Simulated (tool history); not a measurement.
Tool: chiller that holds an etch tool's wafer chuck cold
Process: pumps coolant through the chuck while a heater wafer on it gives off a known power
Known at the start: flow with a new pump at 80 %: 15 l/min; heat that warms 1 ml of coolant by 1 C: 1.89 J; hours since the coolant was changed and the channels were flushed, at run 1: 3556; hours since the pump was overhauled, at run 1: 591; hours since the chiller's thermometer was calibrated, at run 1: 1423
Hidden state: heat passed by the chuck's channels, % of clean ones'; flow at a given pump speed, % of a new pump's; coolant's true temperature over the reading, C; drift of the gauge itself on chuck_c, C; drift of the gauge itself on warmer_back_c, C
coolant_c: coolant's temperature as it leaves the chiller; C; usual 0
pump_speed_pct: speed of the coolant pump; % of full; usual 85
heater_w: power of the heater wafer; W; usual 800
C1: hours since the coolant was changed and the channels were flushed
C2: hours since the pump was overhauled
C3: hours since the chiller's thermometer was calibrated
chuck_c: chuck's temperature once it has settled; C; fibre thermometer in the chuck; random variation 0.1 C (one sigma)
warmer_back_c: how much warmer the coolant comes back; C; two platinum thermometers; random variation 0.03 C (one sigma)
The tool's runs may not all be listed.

{"run": 1, "hour": 0.0, "coolant_c": 0, "pump_speed_pct": 85, "heater_w": 800, "C1": 3556, "C2": 591, "C3": 1423, "chuck_c": 6.5, "warmer_back_c": 1.57}
{"run": 2, "hour": 32.0, "coolant_c": 0, "pump_speed_pct": 85, "heater_w": 412, "C1": 3588, "C2": 623, "C3": 1455, "chuck_c": 3.4, "warmer_back_c": 0.87}
{"run": 3, "hour": 53.3, "coolant_c": 0, "pump_speed_pct": 85, "heater_w": 412, "C1": 3609, "C2": 645, "C3": 1477, "chuck_c": 3.3, "warmer_back_c": 0.8}
{"run": 4, "hour": 90.4, "coolant_c": 0, "pump_speed_pct": 85, "heater_w": 412, "C1": 3646, "C2": 682, "C3": 1514, "chuck_c": 3.3, "warmer_back_c": 0.81}
{"run": 5, "hour": 118.1, "coolant_c": 0, "pump_speed_pct": 85, "heater_w": 412, "C1": 3674, "C2": 709, "C3": 1542, "chuck_c": 3.4, "warmer_back_c": 0.8}
{"run": 6, "hour": 136.5, "coolant_c": 0, "pump_speed_pct": 85, "heater_w": 412, "C1": 3692, "C2": 728, "C3": 1560, "chuck_c": 3.4, "warmer_back_c": 0.78}
{"run": 7, "hour": 162.7, "coolant_c": 0, "pump_speed_pct": 85, "heater_w": 412, "C1": 3719, "C2": 754, "C3": 1586, "chuck_c": 3.3, "warmer_back_c": 0.79}
{"run": 8, "hour": 185.9, "coolant_c": 0, "pump_speed_pct": 85, "heater_w": 412, "C1": 3742, "C2": 777, "C3": 1609, "chuck_c": 3.5, "warmer_back_c": 0.78}
{"run": 9, "hour": 214.6, "coolant_c": 0, "pump_speed_pct": 77, "heater_w": 800, "C1": 3770, "C2": 806, "C3": 1638, "chuck_c": 7.2, "warmer_back_c": 1.74}
{"run": 10, "hour": 233.5, "coolant_c": 0, "pump_speed_pct": 77, "heater_w": 800, "C1": 3789, "C2": 825, "C3": 1657, "chuck_c": 7.1, "warmer_back_c": 1.77}
{"run": 11, "hour": 251.7, "coolant_c": 0, "pump_speed_pct": 85, "heater_w": 800, "C1": 3808, "C2": 843, "C3": 1675, "chuck_c": 6.7, "warmer_back_c": 1.63}
{"run": 12, "hour": 272.2, "coolant_c": 0, "pump_speed_pct": 85, "heater_w": 800, "C1": 3828, "C2": 863, "C3": 1696, "chuck_c": 6.8, "warmer_back_c": 1.56}
{"run": 13, "hour": 298.5, "coolant_c": 3, "pump_speed_pct": 85, "heater_w": 800, "C1": 3854, "C2": 890, "C3": 1722, "chuck_c": 9.5, "warmer_back_c": 1.63}
{"run": 14, "hour": 315.2, "coolant_c": 3, "pump_speed_pct": 85, "heater_w": 800, "C1": 3871, "C2": 906, "C3": 1739, "chuck_c": 9.8, "warmer_back_c": 1.64}
{"run": 15, "hour": 350.9, "coolant_c": 3, "pump_speed_pct": 85, "heater_w": 800, "C1": 3907, "C2": 942, "C3": 1774, "chuck_c": 9.6, "warmer_back_c": 1.57}
{"run": 16, "hour": 389.5, "coolant_c": -1, "pump_speed_pct": 85, "heater_w": 1041, "C1": 3945, "C2": 981, "C3": 1813, "chuck_c": 7.8, "warmer_back_c": 2.12}
{"run": 17, "hour": 423.7, "coolant_c": -1, "pump_speed_pct": 85, "heater_w": 1041, "C1": 3980, "C2": 1015, "C3": 1847, "chuck_c": 7.6, "warmer_back_c": 2.08}
{"run": 18, "hour": 443.7, "coolant_c": 0, "pump_speed_pct": 83, "heater_w": 826, "C1": 4000, "C2": 1035, "C3": 1867, "chuck_c": 7.1, "warmer_back_c": 1.71}
{"run": 19, "hour": 469.9, "coolant_c": 3, "pump_speed_pct": 68, "heater_w": 777, "C1": 4026, "C2": 1061, "C3": 1893, "chuck_c": 10.5, "warmer_back_c": 2.01}
{"run": 20, "hour": 502.5, "coolant_c": 3, "pump_speed_pct": 68, "heater_w": 777, "C1": 4058, "C2": 1094, "C3": 1926, "chuck_c": 10.5, "warmer_back_c": 1.95}
{"run": 21, "hour": 530.3, "coolant_c": 10, "pump_speed_pct": 62, "heater_w": 884, "C1": 4086, "C2": 1122, "C3": 1954, "chuck_c": 19, "warmer_back_c": 2.48}
{"run": 22, "hour": 557.5, "coolant_c": 1, "pump_speed_pct": 85, "heater_w": 574, "C1": 4113, "C2": 1149, "C3": 1981, "chuck_c": 6.1, "warmer_back_c": 1.1}
{"run": 23, "hour": 582.8, "coolant_c": 1, "pump_speed_pct": 73, "heater_w": 456, "C1": 4139, "C2": 1174, "C3": 2006, "chuck_c": 5.3, "warmer_back_c": 1.07}

3 ways to go on from here, each from the tool as it stands after run 23. What would each give?
{"run": "A", "hour": 603.7, "coolant_c": 3, "pump_speed_pct": 96, "heater_w": 1131, "C1": 4160, "C2": 1195, "C3": 2027, "chuck_c": "?", "warmer_back_c": "?"}
{"run": "B", "hour": 603.7, "coolant_c": 0, "pump_speed_pct": 75, "heater_w": 800, "C1": 4160, "C2": 1195, "C3": 2027, "chuck_c": "?", "warmer_back_c": "?"}
{"run": "C", "hour": 603.7, "coolant_c": -6, "pump_speed_pct": 78, "heater_w": 434, "C1": 4160, "C2": 1195, "C3": 2027, "chuck_c": "?", "warmer_back_c": "?"}

run=A chuck_c=11.8 warmer_back_c=1.99
run=B chuck_c=7.3 warmer_back_c=1.79
run=C chuck_c=-2.3 warmer_back_c=0.92
Without the tool's hidden state the same runs would have given:
run=A chuck_c=11.8 warmer_back_c=1.99
run=B chuck_c=7.3 warmer_back_c=1.79
run=C chuck_c=-2.3 warmer_back_c=0.92

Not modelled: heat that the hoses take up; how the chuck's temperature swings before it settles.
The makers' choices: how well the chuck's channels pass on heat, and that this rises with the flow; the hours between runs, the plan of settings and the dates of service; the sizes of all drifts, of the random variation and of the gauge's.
